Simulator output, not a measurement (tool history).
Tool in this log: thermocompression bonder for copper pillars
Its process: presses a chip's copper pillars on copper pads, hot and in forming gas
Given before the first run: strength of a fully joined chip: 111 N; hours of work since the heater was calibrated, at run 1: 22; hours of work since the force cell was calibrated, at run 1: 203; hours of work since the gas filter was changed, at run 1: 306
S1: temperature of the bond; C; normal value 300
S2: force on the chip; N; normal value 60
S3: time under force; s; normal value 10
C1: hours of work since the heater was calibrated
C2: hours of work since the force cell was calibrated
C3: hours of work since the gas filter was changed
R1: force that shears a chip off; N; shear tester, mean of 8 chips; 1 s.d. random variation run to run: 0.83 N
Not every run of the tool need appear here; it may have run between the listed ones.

Run 1, hour 0: usual settings; C1 22; C2 203; C3 306. Result: R1 59.2 N.
Run 2, hour 37.9: usual settings; C1 41; C2 222; C3 325. Result: R1 58.6 N.
Run 3, hour 58: usual settings; C1 51; C2 232; C3 336. Result: R1 58.1 N.
Run 4, hour 81.1: usual settings; C1 63; C2 244; C3 347. Result: R1 58.5 N.
At hour 108.2: forming gas filter changed.
Run 5, hour 108.2: usual settings; C1 76; C2 257; C3 0. Result: R1 65.9 N.
Run 6, hour 141.4: usual settings; C1 93; C2 274; C3 17. Result: R1 64.7 N.
Run 7, hour 179.9: usual settings; C1 112; C2 293; C3 36. Result: R1 63.7 N.
Run 8, hour 202.5: usual settings but S2 67 N; C1 124; C2 305; C3 47. Result: R1 67.2 N.
Run 9, hour 226.1: usual settings but S2 67 N; C1 136; C2 317; C3 59. Result: R1 66.5 N.
Run 10, hour 259.2: usual settings but S1 292 C; C1 152; C2 333; C3 76. Result: R1 58.3 N.
Run 11, hour 298.1: usual settings; C1 172; C2 353; C3 96. Result: R1 63.6 N.
Run 12, hour 321: usual settings; C1 183; C2 364; C3 107. Result: R1 60.4 N.
At hour 326.1: heater calibrated with a thermocouple chip.
Run 13, hour 361.4: usual settings; C1 18; C2 384; C3 126. Result: R1 61 N.
Run 14, hour 383.8: usual settings; C1 29; C2 395; C3 138. Result: R1 60.3 N.
Run 15, hour 424: usual settings; C1 49; C2 415; C3 158. Result: R1 58.5 N.
Run 16, hour 451.4: usual settings; C1 63; C2 429; C3 172. Result: R1 58.3 N.
Run 17, hour 481.1: usual settings but S3 24 s; C1 78; C2 444; C3 187. Result: R1 74.2 N.
Run 18, hour 510.7: usual settings; C1 93; C2 459; C3 201. Result: R1 56.7 N.
Run 19, hour 532.8: usual settings; C1 104; C2 470; C3 213. Result: R1 58.5 N.
At hour 544.3: heater calibrated with a thermocouple chip, once more.
Run 20, hour 575.7: usual settings; C1 16; C2 490; C3 233. Result: R1 59.7 N.
Run 21, hour 596.2: usual settings; C1 26; C2 501; C3 243. Result: R1 58.5 N.
Run 22, hour 622.2: usual settings but S1 286 C, S2 86 N, S3 18 s; C1 39; C2 514; C3 257. Result: R1 72.1 N.
Run 23, hour 646.9: usual settings but S1 321 C, S2 37 N; C1 52; C2 526; C3 269. Result: R1 51.7 N.
Run 24, hour 668: usual settings but S1 321 C, S2 37 N; C1 62; C2 537; C3 280. Result: R1 53.1 N.
Run 25, hour 693: usual settings but S1 321 C, S2 37 N; C1 75; C2 549; C3 292. Result: R1 52.5 N.
Run 26, hour 714.7: usual settings but S1 281 C, S2 62 N, S3 16 s; C1 86; C2 560; C3 303. Result: R1 58.3 N.
Run 27, hour 752.9: usual settings but S1 281 C, S2 62 N, S3 16 s; C1 105; C2 580; C3 322. Result: R1 57.8 N.
Run 28, hour 780.6: usual settings but S1 281 C, S2 62 N, S3 16 s; C1 119; C2 593; C3 336. Result: R1 57.2 N.
Run 29, hour 800: usual settings but S2 37 N; C1 129; C2 603; C3 346. Result: R1 42.5 N.
Run 30, hour 828.1: usual settings but S2 37 N; C1 143; C2 617; C3 360. Result: R1 42.5 N.
At hour 831.8: forming gas filter changed.
Run 31, hour 870: usual settings but S2 88 N; C1 164; C2 638; C3 19. Result: R1 74 N.
Run 32, hour 895.3: usual settings but S1 301 C, S3 19 s; C1 176; C2 651; C3 32. Result: R1 74.3 N.
Run 33, hour 932.1: usual settings but S1 311 C, S2 57 N, S3 6 s; C1 195; C2 669; C3 50. Result: R1 54.3 N.
Run 34, hour 955.9: usual settings but S2 58 N, S3 17 s; C1 207; C2 681; C3 62. Result: R1 71.6 N.
Run 35, hour 988.8: usual settings but S1 309 C, S2 79 N, S3 17 s; C1 223; C2 698; C3 79. Result: R1 84.5 N.
Run 36, hour 1018.6: usual settings but S1 309 C, S2 79 N, S3 17 s; C1 238; C2 713; C3 94. Result: R1 84.4 N.
Run 37, hour 1055.2: usual settings but S1 295 C, S3 23 s; C1 257; C2 731; C3 112. Result: R1 73.4 N.
Run 38, hour 1073.6: usual settings but S1 295 C, S3 23 s; C1 266; C2 741; C3 122. Result: R1 72.9 N.
Run 39, hour 1106.4: usual settings but S1 305 C, S2 54 N; C1 282; C2 757; C3 138. Result: R1 57.3 N.

What differs in the tool's unlogged condition from the final listed run ahead of each entry between runs to the first listed run following it?
Runs 4 to 5: forming gas filter changed (hour 108.2)
  true temperature of the bond over the reading, C: -1 -> -1.2; force that reaches the chip, % of what is set: 98.7 -> 98.6; oxide that the forming gas leaves, % of the face: 11.11 -> 0.51
  what was measured, less what the result would be without the hidden state, R1: -8 -> -1.1 N
Runs 12 to 13: heater calibrated with a thermocouple chip (hour 326.1)
  true temperature of the bond over the reading, C: -2.9 -> -5; force that reaches the chip, % of what is set: 98 -> 97.9; oxide that the forming gas leaves, % of the face: 3.95 -> 4.51
  what was measured, less what the result would be without the hidden state, R1: -4.2 -> -5.8 N
Runs 19 to 20: heater calibrated with a thermocouple chip, once more (hour 544.3)
  true temperature of the bond over the reading, C: -6.4 -> -1.8; force that reaches the chip, % of what is set: 97.5 -> 97.4; oxide that the forming gas leaves, % of the face: 7.33 -> 7.99
  what was measured, less what the result would be without the hidden state, R1: -8.4 -> -6.6 N
Runs 30 to 31: forming gas filter changed (hour 831.8)
  true temperature of the bond over the reading, C: -3.8 -> -4.1; force that reaches the chip, % of what is set: 96.7 -> 96.6; oxide that the forming gas leaves, % of the face: 12.02 -> 1.32
  what was measured, less what the result would be without the hidden state, R1: -8.2 -> -3.8 N
